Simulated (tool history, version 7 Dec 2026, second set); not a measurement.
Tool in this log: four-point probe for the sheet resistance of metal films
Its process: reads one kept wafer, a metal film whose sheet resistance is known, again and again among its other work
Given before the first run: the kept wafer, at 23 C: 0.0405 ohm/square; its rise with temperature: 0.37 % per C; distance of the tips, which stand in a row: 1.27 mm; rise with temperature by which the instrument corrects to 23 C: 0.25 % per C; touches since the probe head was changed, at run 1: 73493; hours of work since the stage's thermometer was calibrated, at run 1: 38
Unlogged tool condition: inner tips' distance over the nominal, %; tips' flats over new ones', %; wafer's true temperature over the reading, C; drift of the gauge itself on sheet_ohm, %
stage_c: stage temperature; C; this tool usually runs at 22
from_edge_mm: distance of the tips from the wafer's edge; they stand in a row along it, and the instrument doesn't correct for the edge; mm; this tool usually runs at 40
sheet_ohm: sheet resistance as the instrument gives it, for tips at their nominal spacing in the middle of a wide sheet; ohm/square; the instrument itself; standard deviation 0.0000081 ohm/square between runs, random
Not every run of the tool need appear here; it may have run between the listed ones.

run	hour	stage_c	from_edge_mm	touches since the probe head was changed	hours of work since the stage's thermometer was calibrated	sheet_ohm
1	0	22	40	73493	38	0.04095
2	30.3	22	40	74629	55	0.040953
3	74.1	22	40	76275	80	0.040959
4	130.1	22	40	78375	112	0.040972
5	180.1	22	40	80253	140	0.040982
6	233.5	22	40	82253	170	0.040966
7	281.9	22	13	84072	198	0.041181
8	334.7	22	6	86051	227	0.041936
9	386.3	22	6	87989	257	0.041935
10	421.6	21	35	89312	277	0.040964
11	467.3	21	35	91029	303	0.040959
12	495.7	24	3	92094	319	0.044669
13	543.5	24	3	93888	346	0.044659
14	603.6	18	7	96142	380	0.041521
15	656	31	7	98109	409	0.042147
16	694.1	24	36	99538	431	0.041119
17	727.3	26	71	100784	450	0.041212
18	780.6	26	71	102786	480	0.041214

Measured less the same run without the tool's hidden state. The same run-to-run variation is in both; the gauge's scatter may not be:
run	sheet_ohm
1	+0.000478
2	+0.000481
3	+0.000486
4	+0.000493
5	+0.000498
6	+0.000503
7	+0.000512
8	+0.000526
9	+0.000532
10	+0.000524
11	+0.000528
12	+0.000575
13	+0.000581
14	+0.00055
15	+0.000565
16	+0.000555
17	+0.00056
18	+0.000566

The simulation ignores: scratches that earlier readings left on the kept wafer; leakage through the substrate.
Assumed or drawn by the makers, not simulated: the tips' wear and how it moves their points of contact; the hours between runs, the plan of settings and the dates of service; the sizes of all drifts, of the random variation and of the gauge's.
